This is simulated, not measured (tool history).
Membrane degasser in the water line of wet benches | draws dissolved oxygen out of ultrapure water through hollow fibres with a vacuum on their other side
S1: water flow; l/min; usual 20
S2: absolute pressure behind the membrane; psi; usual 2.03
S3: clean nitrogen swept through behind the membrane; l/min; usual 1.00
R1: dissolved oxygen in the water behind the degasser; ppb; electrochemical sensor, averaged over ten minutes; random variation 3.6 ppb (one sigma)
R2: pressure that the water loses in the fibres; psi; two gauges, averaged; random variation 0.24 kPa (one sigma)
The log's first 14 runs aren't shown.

run	day	S1	S2	S3	R1	R2
15	43.875	20	3.21	0.74	1031.4	9.287
16	48.050	20	3.21	0.74	1027.2	9.309
17	50.146	13	1.29	0.74	232.2	6.058
18	54.312	20	3.63	1.58	654.7	9.330
19	57.596	20	3.63	2.31	474.6	9.355
20	60.667	20	4.03	0.80	1209.3	9.335
21	63.475	20	3.70	1.43	718.0	9.322
22	65.842	20	3.70	1.43	723.1	9.356
23	68.779	21	2.44	0.47	1111.2	9.761
24	73.121	21	2.44	0.47	1106.2	9.835
25	76.408	21	2.44	0.47	1131.9	9.768
26	78.262	21	2.44	0.47	1122.2	9.725
27	80.117	21	2.44	0.47	1110.0	9.754
28	82.429	21	2.44	0.47	1110.4	9.716

Run 29 comes next. What will it give?
29	86.225	21	1.52	1.00	?	?

{"run 29": {"R1": 389.1, "R2": 9.834}}
Without the tool's hidden state the same run would have given R1 375.0 ppb, R2 9.675 psi.
